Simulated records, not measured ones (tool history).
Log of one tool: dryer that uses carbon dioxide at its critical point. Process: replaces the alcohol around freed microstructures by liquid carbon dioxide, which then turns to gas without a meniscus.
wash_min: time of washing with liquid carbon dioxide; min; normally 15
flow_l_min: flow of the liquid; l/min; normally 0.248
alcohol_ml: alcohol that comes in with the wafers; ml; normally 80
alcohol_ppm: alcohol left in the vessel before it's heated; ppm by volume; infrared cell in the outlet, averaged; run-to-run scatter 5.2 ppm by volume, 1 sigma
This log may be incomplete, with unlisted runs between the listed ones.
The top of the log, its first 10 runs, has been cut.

| run | hour | wash_min | flow_l_min | alcohol_ml | alcohol_ppm |
|---|---|---|---|---|---|
| 11 | 309.0 | 15 | 0.248 | 80 | 157 |
| 12 | 343.9 | 15 | 0.248 | 80 | 169 |
| 13 | 364.2 | 15 | 0.248 | 80 | 177 |
| 14 | 381.2 | 10 | 0.248 | 80 | 1627 |
| 15 | 412.2 | 15 | 0.248 | 80 | 195 |
| 16 | 442.5 | 15 | 0.248 | 80 | 192 |
| 17 | 462.7 | 15 | 0.248 | 116 | 279 |
|  | 475.0 | inlet filter changed |
| 18 | 498.3 | 15 | 0.248 | 116 | 162 |
| 19 | 514.8 | 15 | 0.248 | 80 | 119 |
| 20 | 533.2 | 15 | 0.377 | 80 | 23 |
| 21 | 565.0 | 15 | 0.248 | 29 | 75 |
| 22 | 583.9 | 15 | 0.230 | 80 | 199 |
| 23 | 601.2 | 15 | 0.248 | 80 | 140 |
| 24 | 622.1 | 15 | 0.248 | 80 | 125 |
| 25 | 640.4 | 15 | 0.247 | 103 | 174 |
| 26 | 679.4 | 15 | 0.247 | 103 | 186 |
| 27 | 703.7 | 12 | 0.185 | 80 | 2252 |
| 28 | 722.1 | 12 | 0.185 | 80 | 2289 |
| 29 | 754.8 | 12 | 0.154 | 37 | 2227 |
| 30 | 791.5 | 17 | 0.180 | 52 | 347 |
| 31 | 823.1 | 17 | 0.264 | 41 | 47 |

What does the tool deliver on the next run?
| 32 | 849.6 | 17 | 0.264 | 41 | ? |

Logged for run 32: alcohol_ppm 47 ppm by volume.
The same run, on a tool lacking any hidden state, would have yielded alcohol_ppm 13 ppm by volume.
